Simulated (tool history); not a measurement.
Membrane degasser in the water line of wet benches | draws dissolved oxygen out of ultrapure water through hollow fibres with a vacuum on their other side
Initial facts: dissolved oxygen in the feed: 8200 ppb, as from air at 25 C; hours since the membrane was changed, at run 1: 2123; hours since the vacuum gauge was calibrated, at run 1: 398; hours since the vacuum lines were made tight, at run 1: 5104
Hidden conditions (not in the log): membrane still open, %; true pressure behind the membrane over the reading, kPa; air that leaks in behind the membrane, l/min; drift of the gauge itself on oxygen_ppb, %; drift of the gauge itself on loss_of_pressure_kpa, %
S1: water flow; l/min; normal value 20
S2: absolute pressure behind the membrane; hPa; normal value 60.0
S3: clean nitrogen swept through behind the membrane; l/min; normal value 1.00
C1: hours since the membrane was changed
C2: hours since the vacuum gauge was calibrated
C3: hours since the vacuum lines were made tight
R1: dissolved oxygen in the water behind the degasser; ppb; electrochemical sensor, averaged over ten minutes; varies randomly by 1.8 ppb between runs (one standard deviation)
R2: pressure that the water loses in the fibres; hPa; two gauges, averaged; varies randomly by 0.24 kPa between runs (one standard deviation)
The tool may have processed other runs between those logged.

run	hour	S1	S2	S3	C1	C2	C3	R1	R2
1	0.0	20	60.0	1.00	2123	398	5104	183.3	616.3
2	42.6	20	60.0	1.00	2166	441	5147	180.3	620.0
3	86.4	20	60.0	1.00	2210	484	5190	177.2	615.5
4	111.7	20	60.0	1.05	2235	510	5216	174.1	617.5
5	159.9	20	60.0	1.05	2283	558	5264	176.7	618.7
6	188.6	20	81.0	1.00	2312	587	5293	273.9	616.3
7	226.0	20	60.0	1.00	2349	624	5330	180.8	618.6
8	250.6	20	60.0	1.00	2374	649	5355	184.1	615.6
9	300.2	20	60.0	1.00	2423	698	5404	183.9	617.1
10	337.5	20	60.0	1.00	2461	736	5441	181.2	615.6
11	385.4	20	60.0	1.00	2509	783	5489	185.1	616.1
# hour 395.4: seals of the vacuum lines changed
12	437.6	20	60.0	1.00	2559	834	42	185.0	617.0
13	483.3	32	60.0	1.00	2604	879	88	292.9	995.2
14	541.8	13	60.0	1.00	2663	938	146	113.7	403.4
15	595.6	13	60.0	1.00	2717	992	200	111.0	400.7
16	635.7	13	60.0	1.00	2757	1032	240	112.4	404.1
17	675.2	16	129.7	0.93	2796	1071	280	411.8	495.2
18	713.3	16	129.7	0.93	2834	1109	318	411.9	496.5
19	748.9	17	60.0	1.75	2870	1145	353	110.5	530.0
# hour 754.6: vacuum gauge calibrated
20	790.9	27	106.2	0.68	2912	36	395	646.5	839.2
21	822.0	27	106.2	0.68	2943	67	426	653.3	833.2
22	846.0	27	40.9	1.08	2967	91	450	144.4	835.0
23	901.7	22	138.6	1.44	3022	147	506	423.6	682.5
# hour 933.5: vacuum gauge calibrated, once more
24	935.9	15	60.0	1.21	3056	2	539	115.4	464.2

Run 25 has not been measured yet. What should we expect?
25	969.7	20	57.5	0.50	3090	36	573	?	?

R1: 257.5 ppb
R2: 620.1 hPa
If the tool had no hidden condition, the same run with the same run-to-run variation would have returned R1 250.8 ppb, R2 608.3 hPa.
